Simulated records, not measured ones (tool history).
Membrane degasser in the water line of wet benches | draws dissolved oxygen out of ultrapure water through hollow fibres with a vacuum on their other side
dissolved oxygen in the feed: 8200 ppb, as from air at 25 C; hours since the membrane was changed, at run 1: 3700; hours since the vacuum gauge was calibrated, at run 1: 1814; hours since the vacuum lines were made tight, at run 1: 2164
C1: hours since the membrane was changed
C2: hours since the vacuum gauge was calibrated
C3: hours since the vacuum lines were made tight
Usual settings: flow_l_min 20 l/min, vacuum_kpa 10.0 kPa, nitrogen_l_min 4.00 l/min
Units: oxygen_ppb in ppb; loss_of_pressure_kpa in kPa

Run 1, hour 0.0: usual settings; C1 3700; C2 1814; C3 2164. Result: oxygen_ppb 110.0 ppb, loss_of_pressure_kpa 67.45 kPa.
Run 2, hour 167.2: usual settings; C1 3868; C2 1981; C3 2331. Result: oxygen_ppb 107.9 ppb, loss_of_pressure_kpa 67.52 kPa.
Run 3, hour 380.4: usual settings; C1 4081; C2 2194; C3 2544. Result: oxygen_ppb 110.2 ppb, loss_of_pressure_kpa 67.49 kPa.
Run 4, hour 519.0: usual settings; C1 4219; C2 2333; C3 2683. Result: oxygen_ppb 110.4 ppb, loss_of_pressure_kpa 67.26 kPa.
Run 5, hour 607.7: usual settings; C1 4308; C2 2421; C3 2772. Result: oxygen_ppb 109.5 ppb, loss_of_pressure_kpa 67.37 kPa.
Run 6, hour 820.0: usual settings but vacuum_kpa 9.0 kPa; C1 4520; C2 2634; C3 2984. Result: oxygen_ppb 100.4 ppb, loss_of_pressure_kpa 67.51 kPa.
Run 7, hour 1040.2: usual settings but vacuum_kpa 9.0 kPa; C1 4741; C2 2854; C3 3204. Result: oxygen_ppb 97.6 ppb, loss_of_pressure_kpa 68.20 kPa.
Run 8, hour 1206.9: usual settings; C1 4907; C2 3020; C3 3371. Result: oxygen_ppb 111.3 ppb, loss_of_pressure_kpa 68.02 kPa.
Run 9, hour 1411.9: usual settings; C1 5112; C2 3225; C3 3576. Result: oxygen_ppb 111.4 ppb, loss_of_pressure_kpa 67.78 kPa.
Run 10, hour 1566.0: usual settings but vacuum_kpa 12.9 kPa; C1 5266; C2 3380; C3 3730. Result: oxygen_ppb 148.0 ppb, loss_of_pressure_kpa 67.51 kPa.
At hour 1648.7: vacuum gauge calibrated.
Run 11, hour 1706.3: usual settings but vacuum_kpa 12.9 kPa; C1 5406; C2 58; C3 3870. Result: oxygen_ppb 145.6 ppb, loss_of_pressure_kpa 68.13 kPa.
Run 12, hour 1799.1: usual settings; C1 5499; C2 150; C3 3963. Result: oxygen_ppb 113.5 ppb, loss_of_pressure_kpa 68.66 kPa.
Run 13, hour 1993.4: usual settings; C1 5693; C2 345; C3 4157. Result: oxygen_ppb 114.4 ppb, loss_of_pressure_kpa 67.97 kPa.
Run 14, hour 2136.8: usual settings but nitrogen_l_min 6.87 l/min; C1 5837; C2 488; C3 4300. Result: oxygen_ppb 78.5 ppb, loss_of_pressure_kpa 68.14 kPa.
Run 15, hour 2251.8: usual settings but flow_l_min 30 l/min, nitrogen_l_min 3.85 l/min; C1 5952; C2 603; C3 4415. Result: oxygen_ppb 285.3 ppb, loss_of_pressure_kpa 102.08 kPa.
Run 16, hour 2419.5: usual settings but flow_l_min 26 l/min, nitrogen_l_min 1.62 l/min; C1 6119; C2 771; C3 4583. Result: oxygen_ppb 333.4 ppb, loss_of_pressure_kpa 88.59 kPa.
Run 17, hour 2568.4: usual settings but flow_l_min 13 l/min, vacuum_kpa 8.5 kPa, nitrogen_l_min 11.72 l/min; C1 6268; C2 920; C3 4732. Result: oxygen_ppb 17.8 ppb, loss_of_pressure_kpa 44.52 kPa.

Forecast run 18:
Run 18, hour 2714.4: usual settings but vacuum_kpa 10.9 kPa, nitrogen_l_min 5.83 l/min; C1 6414; C2 1066; C3 4878. Result: oxygen_ppb ?, loss_of_pressure_kpa ?.

Run 18 gave oxygen_ppb 95.8 ppb, loss_of_pressure_kpa 68.57 kPa.
Without the tool's hidden state the same run would have given oxygen_ppb 88.8 ppb, loss_of_pressure_kpa 66.64 kPa.
